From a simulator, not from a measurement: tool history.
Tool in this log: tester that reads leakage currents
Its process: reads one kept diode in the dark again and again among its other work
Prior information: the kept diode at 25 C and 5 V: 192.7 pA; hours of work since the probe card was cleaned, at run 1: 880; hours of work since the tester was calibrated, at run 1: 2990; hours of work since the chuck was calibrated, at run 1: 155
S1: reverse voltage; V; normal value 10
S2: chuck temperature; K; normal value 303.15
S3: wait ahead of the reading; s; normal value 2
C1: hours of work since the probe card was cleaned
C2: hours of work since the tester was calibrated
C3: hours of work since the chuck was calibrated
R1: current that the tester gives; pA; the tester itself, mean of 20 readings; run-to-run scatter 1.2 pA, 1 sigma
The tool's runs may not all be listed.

{"run": 1, "hour": 0.0, "S1": 10, "S2": 303.15, "S3": 2, "C1": 880, "C2": 2990, "C3": 155, "R1": 414.78}
{"run": 2, "hour": 126.2, "S1": 10, "S2": 304.15, "S3": 2, "C1": 950, "C2": 3059, "C3": 224, "R1": 448.04}
{"run": 3, "hour": 287.0, "S1": 10, "S2": 303.15, "S3": 2, "C1": 1038, "C2": 3147, "C3": 312, "R1": 415.17}
{"run": 4, "hour": 373.6, "S1": 10, "S2": 303.15, "S3": 2, "C1": 1085, "C2": 3194, "C3": 360, "R1": 415.12}
{"run": 5, "hour": 529.2, "S1": 10, "S2": 303.15, "S3": 2, "C1": 1170, "C2": 3279, "C3": 445, "R1": 413.7}
{"run": 6, "hour": 648.9, "S1": 10, "S2": 303.15, "S3": 0.3, "C1": 1236, "C2": 3345, "C3": 511, "R1": 419.06}
{"run": 7, "hour": 774.1, "S1": 10, "S2": 303.15, "S3": 1.02, "C1": 1304, "C2": 3413, "C3": 579, "R1": 414.3}
{"run": 8, "hour": 892.0, "S1": 10, "S2": 303.15, "S3": 1.02, "C1": 1369, "C2": 3478, "C3": 644, "R1": 414.6}
{"run": 9, "hour": 968.4, "S1": 10, "S2": 303.15, "S3": 3.9, "C1": 1411, "C2": 3520, "C3": 685, "R1": 414.37}
{"run": 10, "hour": 1060.2, "S1": 10, "S2": 303.15, "S3": 2, "C1": 1461, "C2": 3570, "C3": 736, "R1": 413.15}
{"run": 11, "hour": 1232.8, "S1": 10, "S2": 303.15, "S3": 2, "C1": 1555, "C2": 3664, "C3": 830, "R1": 414.49}
{"run": 12, "hour": 1319.6, "S1": 10, "S2": 303.15, "S3": 2, "C1": 1603, "C2": 3712, "C3": 878, "R1": 410.5}
{"run": 13, "hour": 1421.8, "S1": 10, "S2": 303.15, "S3": 2, "C1": 1659, "C2": 3768, "C3": 934, "R1": 410.63}
{"run": 14, "hour": 1545.5, "S1": 10, "S2": 303.15, "S3": 2, "C1": 1727, "C2": 3836, "C3": 1001, "R1": 411.56}
{"hour": 1621.1, "done": "chuck's temperature calibrated"}
{"run": 15, "hour": 1698.9, "S1": 10, "S2": 303.15, "S3": 2, "C1": 1809, "C2": 3919, "C3": 43, "R1": 441.22}
{"run": 16, "hour": 1806.3, "S1": 10, "S2": 303.15, "S3": 2, "C1": 1868, "C2": 3977, "C3": 101, "R1": 441.81}
{"hour": 1905.0, "done": "probe card cleaned and baked"}
{"run": 17, "hour": 1960.6, "S1": 10, "S2": 303.15, "S3": 2, "C1": 30, "C2": 4060, "C3": 184, "R1": 415.91}
{"hour": 1977.7, "done": "tester calibrated"}
{"run": 18, "hour": 2035.2, "S1": 13.9, "S2": 316.15, "S3": 7.87, "C1": 70, "C2": 32, "C3": 224, "R1": 1369.72}
{"run": 19, "hour": 2123.0, "S1": 13.9, "S2": 316.15, "S3": 7.87, "C1": 118, "C2": 80, "C3": 272, "R1": 1361.95}
{"run": 20, "hour": 2201.8, "S1": 1.5, "S2": 302.15, "S3": 0.52, "C1": 161, "C2": 123, "C3": 315, "R1": 155.88}
{"run": 21, "hour": 2314.4, "S1": 1.5, "S2": 328.15, "S3": 0.52, "C1": 223, "C2": 184, "C3": 377, "R1": 1106.04}
{"hour": 2356.8, "done": "tester calibrated, once more"}
{"run": 22, "hour": 2392.5, "S1": 5.5, "S2": 328.15, "S3": 0.8, "C1": 265, "C2": 20, "C3": 419, "R1": 1996.88}
{"run": 23, "hour": 2507.0, "S1": 5.5, "S2": 328.15, "S3": 6.9, "C1": 327, "C2": 82, "C3": 481, "R1": 1980.92}
{"run": 24, "hour": 2607.5, "S1": 15.3, "S2": 303.15, "S3": 1.21, "C1": 382, "C2": 137, "C3": 536, "R1": 499.85}
{"run": 25, "hour": 2771.4, "S1": 14.3, "S2": 323.15, "S3": 1.17, "C1": 472, "C2": 227, "C3": 626, "R1": 2198.33}
{"run": 26, "hour": 2926.9, "S1": 1.1, "S2": 313.15, "S3": 1.22, "C1": 557, "C2": 312, "C3": 711, "R1": 304.04}
{"run": 27, "hour": 3035.1, "S1": 1.1, "S2": 313.15, "S3": 1.22, "C1": 617, "C2": 371, "C3": 770, "R1": 304.02}
{"run": 28, "hour": 3196.4, "S1": 10, "S2": 303.15, "S3": 2, "C1": 705, "C2": 460, "C3": 859, "R1": 402.92}
{"run": 29, "hour": 3270.7, "S1": 10, "S2": 303.15, "S3": 0.52, "C1": 746, "C2": 500, "C3": 899, "R1": 403.62}
{"run": 30, "hour": 3390.9, "S1": 1.8, "S2": 300.15, "S3": 2, "C1": 811, "C2": 566, "C3": 965, "R1": 136.37}
{"run": 31, "hour": 3512.0, "S1": 1.8, "S2": 319.15, "S3": 0.73, "C1": 878, "C2": 632, "C3": 1031, "R1": 595.49}

Each row is a separate what-if for the run after 31, all from the same tool condition, not one after another. Results?
{"hour": 3531.9, "done": "chuck's temperature calibrated"}
{"run": "A", "hour": 3630.9, "S1": 2.5, "S2": 319.15, "S3": 0.73, "C1": 942, "C2": 696, "C3": 54, "R1": "?"}
{"hour": 3531.9, "done": "chuck's temperature calibrated"}
{"run": "B", "hour": 3630.9, "S1": 18.1, "S2": 303.15, "S3": 0.45, "C1": 942, "C2": 696, "C3": 54, "R1": "?"}
{"hour": 3531.9, "done": "chuck's temperature calibrated"}
{"run": "C", "hour": 3630.9, "S1": 1.5, "S2": 303.15, "S3": 2.32, "C1": 942, "C2": 696, "C3": 54, "R1": "?"}
{"hour": 3531.9, "done": "chuck's temperature calibrated"}
{"run": "D", "hour": 3630.9, "S1": 5.5, "S2": 299.15, "S3": 1.35, "C1": 942, "C2": 696, "C3": 54, "R1": "?"}

run=A R1=729.2
run=B R1=564.76
run=C R1=165.52
run=D R1=225.41
What these runs would have given with no unlogged condition in the tool:
run=A R1=724.42
run=B R1=542.06
run=C R1=163.36
run=D R1=218.41

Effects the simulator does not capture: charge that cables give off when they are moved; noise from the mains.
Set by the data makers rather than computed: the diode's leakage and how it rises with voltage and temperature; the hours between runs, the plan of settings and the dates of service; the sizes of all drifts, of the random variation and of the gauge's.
